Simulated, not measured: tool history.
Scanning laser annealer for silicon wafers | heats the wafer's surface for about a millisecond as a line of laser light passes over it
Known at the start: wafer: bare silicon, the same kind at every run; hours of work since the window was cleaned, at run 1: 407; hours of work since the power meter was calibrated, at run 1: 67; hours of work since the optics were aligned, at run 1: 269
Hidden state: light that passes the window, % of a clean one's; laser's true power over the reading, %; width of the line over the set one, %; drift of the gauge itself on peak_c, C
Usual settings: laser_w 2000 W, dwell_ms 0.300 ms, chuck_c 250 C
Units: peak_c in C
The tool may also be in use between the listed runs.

run,day,laser_w,dwell_ms,chuck_c,hours of work since the window was cleaned,hours of work since the power meter was calibrated,hours of work since the optics were aligned,peak_c
1,0.000,2000,0.300,250,407,67,269,967
2,0.354,2000,0.300,288,411,71,273,1005
3,0.667,2000,0.300,288,414,75,277,1006
4,0.942,2000,0.300,288,418,78,280,1005
5,1.442,2000,0.300,288,424,84,286,1002
6,2.021,2000,0.300,288,431,91,293,1002
7,2.408,2000,0.300,288,435,96,297,1006
8,3.042,2000,0.300,288,443,103,305,1004
9,3.662,2000,0.300,288,450,111,312,1001
10,4.121,2000,0.300,288,455,116,318,1005
11,4.712,2000,0.300,288,462,123,325,1006
12,5.150,2000,0.300,239,468,128,330,950
13,5.575,2000,0.300,250,473,133,335,961
14,6.171,2000,0.300,250,480,140,342,963
15,6.788,2000,0.300,250,487,148,349,965
16,7.362,2091,0.300,250,494,155,356,999
17,7.721,2000,0.300,250,498,159,360,963
18,8.383,2000,0.300,250,506,167,368,959
19,8.662,2000,0.300,250,509,170,372,963
20,8.983,2000,0.300,250,513,174,375,961
21,9.621,2000,0.300,250,521,181,383,958
22,9.946,2003,0.300,241,525,185,387,949
23,10.379,1827,0.366,283,530,190,392,975
24,10.662,1827,0.366,283,533,194,395,975
25,11.300,2000,0.245,261,541,201,403,910
26,11.800,2133,0.300,251,547,207,409,1017
27,12.262,2133,0.316,273,552,213,414,1053
28,12.775,2133,0.316,273,558,219,420,1054
# day 13.046: optics aligned, line set to its width
29,13.279,1723,0.262,250,562,222,3,805
30,13.825,1723,0.210,235,568,229,9,741
31,14.092,1723,0.210,235,571,232,12,735
32,14.662,1723,0.210,235,578,239,19,735
33,15.038,2132,0.308,271,583,243,24,1033
34,15.346,1721,0.227,265,586,247,27,782
35,15.867,2000,0.359,272,592,253,34,1029
36,16.288,2071,0.347,259,597,258,38,1040
37,16.792,2077,0.216,244,603,264,45,880
# day 17.038: optics aligned, line set to its width, once more
38,17.362,1774,0.295,261,608,268,4,872

Run 39 comes next. What will it give?
39,17.754,1774,0.295,261,612,273,8,?

{"run 39": {"peak_c": 872}}
Without the tool's hidden state the same run would have given peak_c 903 C.
